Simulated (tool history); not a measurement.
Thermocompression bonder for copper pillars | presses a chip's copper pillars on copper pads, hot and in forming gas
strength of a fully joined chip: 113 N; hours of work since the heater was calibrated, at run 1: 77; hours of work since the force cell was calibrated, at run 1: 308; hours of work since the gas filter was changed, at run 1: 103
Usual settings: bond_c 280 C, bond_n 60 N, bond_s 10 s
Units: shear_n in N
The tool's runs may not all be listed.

run	hour	bond_c	bond_n	bond_s	hours of work since the heater was calibrated	hours of work since the force cell was calibrated	hours of work since the gas filter was changed	shear_n
1	0	280	60	10	77	308	103	65.6
2	11.5	280	60	10	85	316	111	65.5
3	21.8	280	60	10	92	323	118	65
4	34.6	303	60	10	101	331	127	76.5
5	49.9	303	60	10	111	342	137	76.1
6	60.5	294	60	10	118	349	144	71.8
7	72.4	257	60	10	126	357	152	52.4
8	83.7	257	60	10	134	364	160	52.7
9	94.8	257	60	10	141	372	167	51.6
10	112	255	60	10	153	384	179	50.7
11	126	255	60	10	162	393	188	51
12	133.5	255	60	10	167	398	193	50.3
13	143.9	280	60	10	174	405	200	64
14	155.6	280	60	10	182	413	208	65.1
15	167.2	280	60	10	190	421	216	63.7
16	177	280	60	10	197	427	223	63.8
17	184.6	280	60	10	202	433	228	64.3
# hour 197.4: forming gas filter changed
18	200.6	280	60	10	212	443	2	65.6
19	211.7	306	60	10	220	450	10	79.5
20	227.5	306	60	10	230	461	20	80
21	238.5	271	41	16	238	469	28	56.9
22	245.5	251	60	10	243	473	32	50.9
23	259.5	251	60	10	252	483	42	49.7
24	270.4	280	58	10	259	490	49	64.7
25	278.3	299	43	23	265	495	55	80.6
26	293.2	280	89	10	275	505	65	79.4

The next listed run, before its measurement:
27	306	280	89	10	283	514	73	?

{"run 27": {"shear_n": 80.3}}
Without the tool's hidden state the same run would have given shear_n 80.9 N.

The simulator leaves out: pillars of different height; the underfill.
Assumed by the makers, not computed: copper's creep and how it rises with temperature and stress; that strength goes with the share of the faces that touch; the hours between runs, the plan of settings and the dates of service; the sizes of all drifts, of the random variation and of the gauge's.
